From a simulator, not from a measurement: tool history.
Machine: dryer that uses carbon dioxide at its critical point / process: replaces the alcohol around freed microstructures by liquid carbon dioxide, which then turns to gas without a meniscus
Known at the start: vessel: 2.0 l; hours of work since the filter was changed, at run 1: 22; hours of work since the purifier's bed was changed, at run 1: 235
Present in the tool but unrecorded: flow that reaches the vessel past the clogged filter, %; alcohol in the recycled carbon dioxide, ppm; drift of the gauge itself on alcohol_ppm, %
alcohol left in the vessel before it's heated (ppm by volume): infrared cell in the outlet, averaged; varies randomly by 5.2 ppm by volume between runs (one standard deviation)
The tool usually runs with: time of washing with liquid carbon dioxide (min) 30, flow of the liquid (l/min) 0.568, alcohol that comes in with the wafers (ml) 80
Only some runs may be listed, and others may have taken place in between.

run,hour,time of washing with liquid carbon dioxide (min),flow of the liquid (l/min),alcohol that comes in with the wafers (ml),hours of work since the filter was changed,hours of work since the purifier's bed was changed,alcohol left in the vessel before it's heated (ppm by volume)
1,0,30,0.568,80,22,235,127
2,16.5,30,0.568,80,29,242,127
3,30.3,30,0.568,80,34,247,142
4,50.6,30,0.568,70,42,255,121
5,77.9,30,0.568,70,53,266,140
6,92,32,0.568,80,58,272,121
7,113.5,21,0.568,80,67,280,700
8,133.7,21,0.568,80,75,288,727
9,157.5,21,0.568,80,85,298,758
10,177.9,25,0.347,29,93,306,791
11,193.6,25,0.347,29,99,312,789
12,220.8,25,0.347,29,110,323,832
13,246.8,48,0.387,29,120,333,84
14,275,48,0.387,26,131,345,93
15,299.4,48,0.387,26,141,354,90
16,318.1,48,0.387,26,148,362,92

Each row is a separate what-if for the run after 16, all from the same tool condition, not one after another. Results?
A,344,19,0.568,80,159,372,?
B,344,27,0.507,80,159,372,?
C,344,25,0.901,78,159,372,?
D,344,41,0.618,23,159,372,?

run,alcohol left in the vessel before it's heated (ppm by volume)
A,1467
B,629
C,109
D,61
Without the tool's unlogged condition, the same runs would have read:
run,alcohol left in the vessel before it's heated (ppm by volume)
A,769
B,267
C,24
D,5
